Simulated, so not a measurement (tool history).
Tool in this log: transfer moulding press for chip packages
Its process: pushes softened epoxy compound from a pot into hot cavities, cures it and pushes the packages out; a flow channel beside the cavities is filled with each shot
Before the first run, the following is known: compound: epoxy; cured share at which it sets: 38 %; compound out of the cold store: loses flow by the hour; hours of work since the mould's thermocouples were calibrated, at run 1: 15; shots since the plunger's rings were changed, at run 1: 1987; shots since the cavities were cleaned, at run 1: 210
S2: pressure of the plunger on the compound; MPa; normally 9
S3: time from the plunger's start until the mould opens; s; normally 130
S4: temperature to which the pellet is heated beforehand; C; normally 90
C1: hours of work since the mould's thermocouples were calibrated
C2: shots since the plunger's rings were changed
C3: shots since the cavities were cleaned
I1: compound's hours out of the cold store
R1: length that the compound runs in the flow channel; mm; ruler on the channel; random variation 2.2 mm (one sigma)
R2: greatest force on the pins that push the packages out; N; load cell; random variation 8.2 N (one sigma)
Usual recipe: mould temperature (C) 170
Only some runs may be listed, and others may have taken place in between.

{"run": 1, "hour": 0.0, "mould temperature (C)": 170, "S2": 9, "S3": 130, "S4": 90, "C1": 15, "C2": 1987, "C3": 210, "I1": 22.7, "R1": 657, "R2": 447}
{"run": 2, "hour": 13.8, "mould temperature (C)": 170, "S2": 9, "S3": 130, "S4": 90, "C1": 26, "C2": 2129, "C3": 352, "I1": 28.3, "R1": 633, "R2": 484}
{"run": 3, "hour": 27.6, "mould temperature (C)": 170, "S2": 9, "S3": 130, "S4": 90, "C1": 36, "C2": 2270, "C3": 493, "I1": 13.5, "R1": 692, "R2": 526}
{"run": 4, "hour": 39.1, "mould temperature (C)": 170, "S2": 9, "S3": 130, "S4": 90, "C1": 45, "C2": 2388, "C3": 611, "I1": 45.8, "R1": 566, "R2": 559}
{"run": 5, "hour": 48.9, "mould temperature (C)": 168, "S2": 9, "S3": 130, "S4": 90, "C1": 52, "C2": 2489, "C3": 712, "I1": 13.5, "R1": 689, "R2": 582}
{"run": 6, "hour": 58.9, "mould temperature (C)": 168, "S2": 9, "S3": 130, "S4": 90, "C1": 59, "C2": 2592, "C3": 815, "I1": 45.3, "R1": 572, "R2": 575}
{"hour": 70.1, "done": "cavities cleaned with cleaning compound and waxed"}
{"run": 7, "hour": 71.9, "mould temperature (C)": 168, "S2": 9, "S3": 154, "S4": 90, "C1": 68, "C2": 2710, "C3": 18, "I1": 36.4, "R1": 599, "R2": 368}
{"run": 8, "hour": 81.1, "mould temperature (C)": 168, "S2": 9, "S3": 154, "S4": 90, "C1": 75, "C2": 2805, "C3": 113, "I1": 29.2, "R1": 629, "R2": 419}
{"run": 9, "hour": 94.9, "mould temperature (C)": 168, "S2": 9, "S3": 154, "S4": 90, "C1": 85, "C2": 2947, "C3": 255, "I1": 43.5, "R1": 574, "R2": 454}
{"run": 10, "hour": 103.2, "mould temperature (C)": 168, "S2": 9, "S3": 154, "S4": 90, "C1": 92, "C2": 3032, "C3": 340, "I1": 46.4, "R1": 562, "R2": 471}
{"hour": 112.6, "done": "plunger's sealing rings changed"}
{"run": 11, "hour": 114.7, "mould temperature (C)": 170, "S2": 7.49, "S3": 130, "S4": 90, "C1": 98, "C2": 21, "C3": 432, "I1": 25.8, "R1": 606, "R2": 521}
{"run": 12, "hour": 121.7, "mould temperature (C)": 170, "S2": 7.49, "S3": 130, "S4": 90, "C1": 104, "C2": 93, "C3": 504, "I1": 40.2, "R1": 560, "R2": 552}
{"run": 13, "hour": 130.6, "mould temperature (C)": 170, "S2": 7.49, "S3": 130, "S4": 90, "C1": 110, "C2": 184, "C3": 595, "I1": 42, "R1": 553, "R2": 543}
{"run": 14, "hour": 141.6, "mould temperature (C)": 170, "S2": 9, "S3": 130, "S4": 85, "C1": 119, "C2": 298, "C3": 709, "I1": 23, "R1": 674, "R2": 552}
{"run": 15, "hour": 150.7, "mould temperature (C)": 174, "S2": 7.22, "S3": 130, "S4": 90, "C1": 125, "C2": 391, "C3": 802, "I1": 45.1, "R1": 525, "R2": 573}
{"run": 16, "hour": 159.4, "mould temperature (C)": 174, "S2": 7.22, "S3": 130, "S4": 90, "C1": 132, "C2": 480, "C3": 891, "I1": 16.1, "R1": 621, "R2": 542}
{"hour": 163.3, "done": "cavities cleaned with cleaning compound and waxed"}
{"run": 17, "hour": 172.1, "mould temperature (C)": 163, "S2": 9, "S3": 148, "S4": 90, "C1": 140, "C2": 596, "C3": 91, "I1": 28.1, "R1": 667, "R2": 453}
{"run": 18, "hour": 181.9, "mould temperature (C)": 163, "S2": 9, "S3": 148, "S4": 90, "C1": 148, "C2": 696, "C3": 191, "I1": 25.5, "R1": 680, "R2": 484}
{"run": 19, "hour": 194.1, "mould temperature (C)": 177, "S2": 7.94, "S3": 130, "S4": 90, "C1": 157, "C2": 821, "C3": 316, "I1": 46.3, "R1": 537, "R2": 469}
{"run": 20, "hour": 205.7, "mould temperature (C)": 174, "S2": 8.67, "S3": 137, "S4": 83, "C1": 165, "C2": 941, "C3": 436, "I1": 47.8, "R1": 559, "R2": 484}
{"run": 21, "hour": 212.4, "mould temperature (C)": 174, "S2": 8.67, "S3": 137, "S4": 83, "C1": 171, "C2": 1010, "C3": 505, "I1": 41.6, "R1": 582, "R2": 520}
{"run": 22, "hour": 223.8, "mould temperature (C)": 175, "S2": 9.49, "S3": 140, "S4": 94, "C1": 179, "C2": 1127, "C3": 622, "I1": 36.8, "R1": 621, "R2": 541}
{"run": 23, "hour": 230.6, "mould temperature (C)": 170, "S2": 9, "S3": 130, "S4": 93, "C1": 184, "C2": 1197, "C3": 692, "I1": 38.1, "R1": 607, "R2": 579}
{"run": 24, "hour": 238.1, "mould temperature (C)": 170, "S2": 9, "S3": 130, "S4": 93, "C1": 190, "C2": 1274, "C3": 769, "I1": 9.4, "R1": 725, "R2": 584}
{"run": 25, "hour": 244.1, "mould temperature (C)": 170, "S2": 9, "S3": 130, "S4": 93, "C1": 194, "C2": 1336, "C3": 831, "I1": 26.9, "R1": 648, "R2": 583}
{"run": 26, "hour": 249.8, "mould temperature (C)": 170, "S2": 9, "S3": 130, "S4": 93, "C1": 199, "C2": 1394, "C3": 889, "I1": 21.2, "R1": 674, "R2": 592}
{"hour": 254.8, "done": "cavities cleaned with cleaning compound and waxed"}
{"run": 27, "hour": 264.3, "mould temperature (C)": 162, "S2": 9.08, "S3": 131, "S4": 99, "C1": 208, "C2": 1528, "C3": 98, "I1": 25.5, "R1": 674, "R2": 518}
{"run": 28, "hour": 272.4, "mould temperature (C)": 162, "S2": 9.08, "S3": 131, "S4": 99, "C1": 214, "C2": 1611, "C3": 181, "I1": 23.5, "R1": 679, "R2": 567}

Branching from run 28: 5 alternative next runs. What would each branch give?
{"run": "A", "hour": 283.7, "mould temperature (C)": 170, "S2": 9.68, "S3": 130, "S4": 90, "C1": 223, "C2": 1727, "C3": 297, "I1": 35.1, "R1": "?", "R2": "?"}
{"run": "B", "hour": 283.7, "mould temperature (C)": 174, "S2": 8.35, "S3": 131, "S4": 95, "C1": 223, "C2": 1727, "C3": 297, "I1": 30.2, "R1": "?", "R2": "?"}
{"run": "C", "hour": 283.7, "mould temperature (C)": 170, "S2": 9.39, "S3": 127, "S4": 90, "C1": 223, "C2": 1727, "C3": 297, "I1": 17.8, "R1": "?", "R2": "?"}
{"run": "D", "hour": 283.7, "mould temperature (C)": 170, "S2": 9, "S3": 135, "S4": 90, "C1": 223, "C2": 1727, "C3": 297, "I1": 26.8, "R1": "?", "R2": "?"}
{"run": "E", "hour": 283.7, "mould temperature (C)": 170, "S2": 9, "S3": 130, "S4": 86, "C1": 223, "C2": 1727, "C3": 297, "I1": 22.9, "R1": "?", "R2": "?"}

run=A R1=634 R2=494
run=B R1=600 R2=475
run=C R1=694 R2=487
run=D R1=647 R2=470
run=E R1=664 R2=481
Stripped of hidden state, with their random variation kept, the same runs would have yielded:
run=A R1=652 R2=365
run=B R1=617 R2=356
run=C R1=714 R2=361
run=D R1=666 R2=348
run=E R1=683 R2=357

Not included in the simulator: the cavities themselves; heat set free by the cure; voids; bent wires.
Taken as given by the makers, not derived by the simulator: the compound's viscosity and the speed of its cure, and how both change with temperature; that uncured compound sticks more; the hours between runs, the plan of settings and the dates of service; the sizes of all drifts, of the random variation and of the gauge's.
